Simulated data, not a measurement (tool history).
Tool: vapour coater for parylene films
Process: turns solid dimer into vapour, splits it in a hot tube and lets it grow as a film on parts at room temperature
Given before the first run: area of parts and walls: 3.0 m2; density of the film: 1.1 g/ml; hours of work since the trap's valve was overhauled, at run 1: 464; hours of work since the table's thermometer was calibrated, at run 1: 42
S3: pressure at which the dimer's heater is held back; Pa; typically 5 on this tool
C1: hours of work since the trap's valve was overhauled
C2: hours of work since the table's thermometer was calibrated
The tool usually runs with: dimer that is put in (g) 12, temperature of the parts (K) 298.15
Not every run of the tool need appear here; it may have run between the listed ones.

run 1 hour=0 | dimer_that_is_put_in_(g)=12 temperature_of_the_parts_(K)=298.15 S3=5 | C1=464 C2=42 | thickness_of_the_film_(µm)=2.55
run 2 hour=10.6 | dimer_that_is_put_in_(g)=12 temperature_of_the_parts_(K)=298.15 S3=5 | C1=469 C2=47 | thickness_of_the_film_(µm)=2.59
run 3 hour=23.5 | dimer_that_is_put_in_(g)=12 temperature_of_the_parts_(K)=298.15 S3=5 | C1=476 C2=54 | thickness_of_the_film_(µm)=2.59
run 4 hour=44.3 | dimer_that_is_put_in_(g)=12 temperature_of_the_parts_(K)=298.15 S3=5 | C1=487 C2=66 | thickness_of_the_film_(µm)=2.58
run 5 hour=57 | dimer_that_is_put_in_(g)=12 temperature_of_the_parts_(K)=298.15 S3=5 | C1=494 C2=72 | thickness_of_the_film_(µm)=2.51
run 6 hour=71.4 | dimer_that_is_put_in_(g)=12 temperature_of_the_parts_(K)=298.15 S3=5 | C1=502 C2=80 | thickness_of_the_film_(µm)=2.51
-- hour=88.4 trap's valve overhauled
run 7 hour=100.3 | dimer_that_is_put_in_(g)=12 temperature_of_the_parts_(K)=298.15 S3=5 | C1=6 C2=94 | thickness_of_the_film_(µm)=2.76
run 8 hour=110.7 | dimer_that_is_put_in_(g)=12 temperature_of_the_parts_(K)=298.15 S3=5 | C1=12 C2=99 | thickness_of_the_film_(µm)=2.77
run 9 hour=131.5 | dimer_that_is_put_in_(g)=12 temperature_of_the_parts_(K)=298.15 S3=5 | C1=23 C2=110 | thickness_of_the_film_(µm)=2.79
run 10 hour=153.5 | dimer_that_is_put_in_(g)=12 temperature_of_the_parts_(K)=298.15 S3=5 | C1=35 C2=122 | thickness_of_the_film_(µm)=2.84
run 11 hour=167.7 | dimer_that_is_put_in_(g)=12 temperature_of_the_parts_(K)=298.15 S3=5 | C1=43 C2=130 | thickness_of_the_film_(µm)=2.74
run 12 hour=185 | dimer_that_is_put_in_(g)=12 temperature_of_the_parts_(K)=298.15 S3=5 | C1=52 C2=139 | thickness_of_the_film_(µm)=2.74
run 13 hour=197.8 | dimer_that_is_put_in_(g)=12 temperature_of_the_parts_(K)=298.15 S3=5 | C1=59 C2=146 | thickness_of_the_film_(µm)=2.74
run 14 hour=208.4 | dimer_that_is_put_in_(g)=12 temperature_of_the_parts_(K)=298.15 S3=5 | C1=65 C2=152 | thickness_of_the_film_(µm)=2.73
run 15 hour=221.7 | dimer_that_is_put_in_(g)=12 temperature_of_the_parts_(K)=307.15 S3=5 | C1=72 C2=159 | thickness_of_the_film_(µm)=1.99
run 16 hour=241.1 | dimer_that_is_put_in_(g)=12 temperature_of_the_parts_(K)=304.15 S3=5 | C1=82 C2=169 | thickness_of_the_film_(µm)=2.21
run 17 hour=258.3 | dimer_that_is_put_in_(g)=12 temperature_of_the_parts_(K)=304.15 S3=5 | C1=91 C2=179 | thickness_of_the_film_(µm)=2.26
run 18 hour=280.6 | dimer_that_is_put_in_(g)=12 temperature_of_the_parts_(K)=304.15 S3=5 | C1=103 C2=191 | thickness_of_the_film_(µm)=2.21
run 19 hour=298 | dimer_that_is_put_in_(g)=12 temperature_of_the_parts_(K)=304.15 S3=5 | C1=113 C2=200 | thickness_of_the_film_(µm)=2.21
run 20 hour=323.3 | dimer_that_is_put_in_(g)=12 temperature_of_the_parts_(K)=304.15 S3=5 | C1=126 C2=214 | thickness_of_the_film_(µm)=2.22
run 21 hour=345.1 | dimer_that_is_put_in_(g)=12 temperature_of_the_parts_(K)=304.15 S3=5 | C1=138 C2=225 | thickness_of_the_film_(µm)=2.19
run 22 hour=369.8 | dimer_that_is_put_in_(g)=12 temperature_of_the_parts_(K)=298.15 S3=5 | C1=151 C2=239 | thickness_of_the_film_(µm)=2.67
run 23 hour=383.6 | dimer_that_is_put_in_(g)=12 temperature_of_the_parts_(K)=298.15 S3=5 | C1=159 C2=246 | thickness_of_the_film_(µm)=2.67
run 24 hour=403.1 | dimer_that_is_put_in_(g)=12 temperature_of_the_parts_(K)=298.15 S3=3.94 | C1=169 C2=257 | thickness_of_the_film_(µm)=2.79
run 25 hour=424.9 | dimer_that_is_put_in_(g)=6 temperature_of_the_parts_(K)=297.15 S3=2.09 | C1=181 C2=268 | thickness_of_the_film_(µm)=1.59
run 26 hour=438.9 | dimer_that_is_put_in_(g)=10 temperature_of_the_parts_(K)=296.15 S3=2.26 | C1=189 C2=276 | thickness_of_the_film_(µm)=2.68
run 27 hour=450.9 | dimer_that_is_put_in_(g)=8 temperature_of_the_parts_(K)=292.15 S3=5.06 | C1=195 C2=282 | thickness_of_the_film_(µm)=2.16
run 28 hour=471 | dimer_that_is_put_in_(g)=21 temperature_of_the_parts_(K)=309.15 S3=3.79 | C1=206 C2=293 | thickness_of_the_film_(µm)=3.33
run 29 hour=486.9 | dimer_that_is_put_in_(g)=12 temperature_of_the_parts_(K)=298.15 S3=9.69 | C1=215 C2=302 | thickness_of_the_film_(µm)=2.4
run 30 hour=507.5 | dimer_that_is_put_in_(g)=15 temperature_of_the_parts_(K)=293.15 S3=4.9 | C1=226 C2=313 | thickness_of_the_film_(µm)=3.92
run 31 hour=519.4 | dimer_that_is_put_in_(g)=15 temperature_of_the_parts_(K)=306.15 S3=2.81 | C1=232 C2=319 | thickness_of_the_film_(µm)=2.71
run 32 hour=538 | dimer_that_is_put_in_(g)=15 temperature_of_the_parts_(K)=306.15 S3=2.81 | C1=242 C2=329 | thickness_of_the_film_(µm)=2.64
run 33 hour=562.5 | dimer_that_is_put_in_(g)=12 temperature_of_the_parts_(K)=300.15 S3=2.04 | C1=255 C2=342 | thickness_of_the_film_(µm)=2.73
run 34 hour=579.3 | dimer_that_is_put_in_(g)=8 temperature_of_the_parts_(K)=310.15 S3=5 | C1=264 C2=351 | thickness_of_the_film_(µm)=1.13
run 35 hour=599.9 | dimer_that_is_put_in_(g)=12 temperature_of_the_parts_(K)=309.15 S3=6.57 | C1=275 C2=363 | thickness_of_the_film_(µm)=1.7
run 36 hour=614.4 | dimer_that_is_put_in_(g)=12 temperature_of_the_parts_(K)=309.15 S3=6.57 | C1=283 C2=370 | thickness_of_the_film_(µm)=1.7
run 37 hour=634.1 | dimer_that_is_put_in_(g)=12 temperature_of_the_parts_(K)=309.15 S3=6.57 | C1=294 C2=381 | thickness_of_the_film_(µm)=1.73
run 38 hour=645.2 | dimer_that_is_put_in_(g)=5 temperature_of_the_parts_(K)=293.15 S3=2.82 | C1=300 C2=387 | thickness_of_the_film_(µm)=1.36
run 39 hour=666.1 | dimer_that_is_put_in_(g)=5 temperature_of_the_parts_(K)=293.15 S3=2.82 | C1=311 C2=398 | thickness_of_the_film_(µm)=1.39
run 40 hour=685.7 | dimer_that_is_put_in_(g)=13 temperature_of_the_parts_(K)=295.15 S3=7.24 | C1=322 C2=409 | thickness_of_the_film_(µm)=3.02
run 41 hour=704.3 | dimer_that_is_put_in_(g)=11 temperature_of_the_parts_(K)=298.15 S3=3.88 | C1=332 C2=419 | thickness_of_the_film_(µm)=2.44
run 42 hour=724.5 | dimer_that_is_put_in_(g)=11 temperature_of_the_parts_(K)=298.15 S3=3.88 | C1=342 C2=430 | thickness_of_the_film_(µm)=2.44
run 43 hour=736.7 | dimer_that_is_put_in_(g)=8 temperature_of_the_parts_(K)=298.15 S3=3.14 | C1=349 C2=436 | thickness_of_the_film_(µm)=1.81
run 44 hour=754.2 | dimer_that_is_put_in_(g)=17 temperature_of_the_parts_(K)=305.15 S3=5 | C1=358 C2=446 | thickness_of_the_film_(µm)=2.87
run 45 hour=774.2 | dimer_that_is_put_in_(g)=6 temperature_of_the_parts_(K)=305.15 S3=9.63 | C1=369 C2=456 | thickness_of_the_film_(µm)=0.91
run 46 hour=786.2 | dimer_that_is_put_in_(g)=19 temperature_of_the_parts_(K)=298.15 S3=6.52 | C1=376 C2=463 | thickness_of_the_film_(µm)=3.85
run 47 hour=811 | dimer_that_is_put_in_(g)=19 temperature_of_the_parts_(K)=298.15 S3=6.52 | C1=389 C2=476 | thickness_of_the_film_(µm)=3.86

Here are 3 independent what-if runs from the current tool condition. What would each one return?
run A hour=834 | dimer_that_is_put_in_(g)=8 temperature_of_the_parts_(K)=301.15 S3=6.05 | C1=401 C2=489 | thickness_of_the_film_(µm)=?
run B hour=834 | dimer_that_is_put_in_(g)=6 temperature_of_the_parts_(K)=302.15 S3=5 | C1=401 C2=489 | thickness_of_the_film_(µm)=?
run C hour=834 | dimer_that_is_put_in_(g)=21 temperature_of_the_parts_(K)=304.15 S3=2.49 | C1=401 C2=489 | thickness_of_the_film_(µm)=?

run=A thickness_of_the_film_(µm)=1.52
run=B thickness_of_the_film_(µm)=1.11
run=C thickness_of_the_film_(µm)=3.98
What these runs would have given with no unlogged condition in the tool:
run=A thickness_of_the_film_(µm)=1.67
run=B thickness_of_the_film_(µm)=1.22
run=C thickness_of_the_film_(µm)=4.37
